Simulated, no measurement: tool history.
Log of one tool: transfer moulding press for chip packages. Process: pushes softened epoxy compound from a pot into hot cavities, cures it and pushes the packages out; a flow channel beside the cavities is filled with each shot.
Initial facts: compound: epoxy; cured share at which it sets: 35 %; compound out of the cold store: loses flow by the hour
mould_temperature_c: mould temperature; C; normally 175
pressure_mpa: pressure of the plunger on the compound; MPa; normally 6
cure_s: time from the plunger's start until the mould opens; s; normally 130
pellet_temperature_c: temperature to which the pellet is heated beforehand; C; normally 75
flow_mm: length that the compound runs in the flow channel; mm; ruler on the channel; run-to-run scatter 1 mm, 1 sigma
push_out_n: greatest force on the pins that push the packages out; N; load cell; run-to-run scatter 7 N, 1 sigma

run	hour	mould_temperature_c	pressure_mpa	cure_s	pellet_temperature_c	incoming compound's hours out of the cold store	flow_mm	push_out_n
1	0	175	6	130	75	24.1	703.8	283
# hour 7.4: plunger's sealing rings changed
# hour 11.3: cavities cleaned with cleaning compound and waxed
2	15.7	177	6	130	75	8.1	724	257
3	26.1	175	6	130	75	29.2	694.2	279
4	34.7	175	6	153	75	37.2	683.2	238
5	46.6	175	6	153	75	14.3	718.9	232
6	55.2	175	6	153	75	14.3	720.2	237
7	64.5	175	6	153	75	10.5	727	227
# hour 73: cavities cleaned with cleaning compound and waxed
8	73	175	6	153	75	29.7	696.2	240
9	81.6	175	6	153	75	10.9	724.8	231
10	95.5	175	6	153	75	19.2	711.5	238
11	106.4	175	6	153	75	19.3	712.1	228
12	121.2	175	6	153	75	38.8	679	236
13	132.3	175	6	153	75	36.7	683.7	232
# hour 134.8: cavities cleaned with cleaning compound and waxed
14	143.1	175	6	153	75	22	707.2	232
15	155.8	175	6	130	75	39.6	678.7	270
16	167.9	175	6	130	72	39.3	679.6	277

What will run 17 give?
17	174.6	171	5.83	168	75	16.8	?	?

{"run 17": {"flow_mm": 715, "push_out_n": 240}}
The same run, on a tool lacking any hidden state, would have yielded flow_mm 715.2 mm, push_out_n 239 N.
